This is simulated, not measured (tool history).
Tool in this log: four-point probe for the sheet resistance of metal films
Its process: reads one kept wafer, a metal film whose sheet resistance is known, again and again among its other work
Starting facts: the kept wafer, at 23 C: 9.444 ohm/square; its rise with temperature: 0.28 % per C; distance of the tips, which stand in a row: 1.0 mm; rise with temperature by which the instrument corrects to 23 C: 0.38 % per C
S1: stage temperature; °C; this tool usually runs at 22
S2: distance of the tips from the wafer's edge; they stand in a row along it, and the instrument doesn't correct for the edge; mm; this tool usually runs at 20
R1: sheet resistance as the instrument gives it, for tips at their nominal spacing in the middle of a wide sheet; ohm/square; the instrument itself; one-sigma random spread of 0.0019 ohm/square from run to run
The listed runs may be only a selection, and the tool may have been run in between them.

| run | hour | S1 | S2 | R1 |
|---|---|---|---|---|
| 1 | 0.0 | 22 | 20 | 9.403737 |
| 2 | 68.2 | 33 | 20 | 9.300913 |
| 3 | 151.5 | 33 | 20 | 9.300600 |
| 4 | 237.7 | 22 | 20 | 9.399904 |
| 5 | 284.1 | 22 | 20 | 9.399227 |
| 6 | 369.3 | 22 | 4 | 9.691424 |
| 7 | 416.7 | 22 | 4 | 9.688396 |
| 8 | 470.5 | 22 | 20 | 9.393525 |
| 9 | 514.6 | 23 | 20 | 9.381878 |
| 10 | 561.8 | 23 | 20 | 9.379072 |
| 11 | 625.5 | 22 | 7 | 9.478191 |
| 12 | 664.4 | 22 | 7 | 9.474019 |
| 13 | 759.7 | 22 | 6 | 9.510675 |
| 14 | 829.2 | 22 | 6 | 9.506635 |
| 15 | 885.7 | 22 | 6 | 9.504814 |
|  | 929.9 | new probe head fitted |
| 16 | 938.8 | 22 | 6 | 9.589105 |
| 17 | 1016.1 | 22 | 6 | 9.586722 |
| 18 | 1081.5 | 22 | 6 | 9.583082 |
| 19 | 1133.6 | 27 | 6 | 9.532171 |
| 20 | 1199.7 | 27 | 6 | 9.533681 |
| 21 | 1257.1 | 27 | 6 | 9.525943 |
| 22 | 1314.0 | 19 | 6 | 9.605623 |
| 23 | 1387.5 | 19 | 6 | 9.602531 |
| 24 | 1482.6 | 23 | 54 | 9.419967 |
| 25 | 1544.2 | 24 | 6 | 9.546474 |
| 26 | 1618.1 | 24 | 20 | 9.418248 |
| 27 | 1678.0 | 27 | 22 | 9.391117 |
| 28 | 1725.5 | 27 | 22 | 9.392062 |
| 29 | 1820.8 | 28 | 4 | 9.666501 |
| 30 | 1904.0 | 28 | 4 | 9.667903 |
| 31 | 1944.7 | 33 | 31 | 9.323047 |
|  | 1969.0 | stage's thermometer calibrated |
| 32 | 2024.0 | 33 | 31 | 9.308795 |
| 33 | 2071.6 | 33 | 31 | 9.309983 |
| 34 | 2165.5 | 33 | 31 | 9.304706 |
| 35 | 2261.0 | 19 | 10 | 9.474203 |
| 36 | 2344.1 | 19 | 10 | 9.471809 |
| 37 | 2403.3 | 23 | 71 | 9.385344 |
| 38 | 2451.3 | 27 | 19 | 9.356041 |
| 39 | 2508.6 | 27 | 19 | 9.354419 |
| 40 | 2597.7 | 27 | 67 | 9.340774 |
| 41 | 2689.1 | 27 | 67 | 9.336850 |
| 42 | 2739.7 | 27 | 67 | 9.338127 |
| 43 | 2789.3 | 20 | 62 | 9.399404 |
|  | 2818.0 | new probe head fitted |
| 44 | 2856.4 | 20 | 62 | 9.452497 |

Results per run with the tool's hidden condition removed, run-to-run variation unchanged:
What the log doesn't record here: inner tips' distance over the nominal, %; tips' flats over new ones', %; wafer's true temperature over the reading, C; drift of the gauge itself on sheet_ohm, %.
| run | R1 |
|---|---|
| 1 | 9.463473 |
| 2 | 9.362125 |
| 3 | 9.364299 |
| 4 | 9.466669 |
| 5 | 9.467434 |
| 6 | 9.764318 |
| 7 | 9.762783 |
| 8 | 9.467641 |
| 9 | 9.457366 |
| 10 | 9.456217 |
| 11 | 9.557872 |
| 12 | 9.554906 |
| 13 | 9.594838 |
| 14 | 9.593114 |
| 15 | 9.593046 |
| 16 | 9.594700 |
| 17 | 9.594932 |
| 18 | 9.593488 |
| 19 | 9.544262 |
| 20 | 9.547768 |
| 21 | 9.541698 |
| 22 | 9.623126 |
| 23 | 9.622170 |
| 24 | 9.442234 |
| 25 | 9.570798 |
| 26 | 9.444443 |
| 27 | 9.419027 |
| 28 | 9.421506 |
| 29 | 9.699907 |
| 30 | 9.703984 |
| 31 | 9.359380 |
| 32 | 9.358441 |
| 33 | 9.361223 |
| 34 | 9.358915 |
| 35 | 9.532414 |
| 36 | 9.532233 |
| 37 | 9.446945 |
| 38 | 9.418824 |
| 39 | 9.418920 |
| 40 | 9.408198 |
| 41 | 9.407329 |
| 42 | 9.410200 |
| 43 | 9.473455 |
| 44 | 9.472784 |
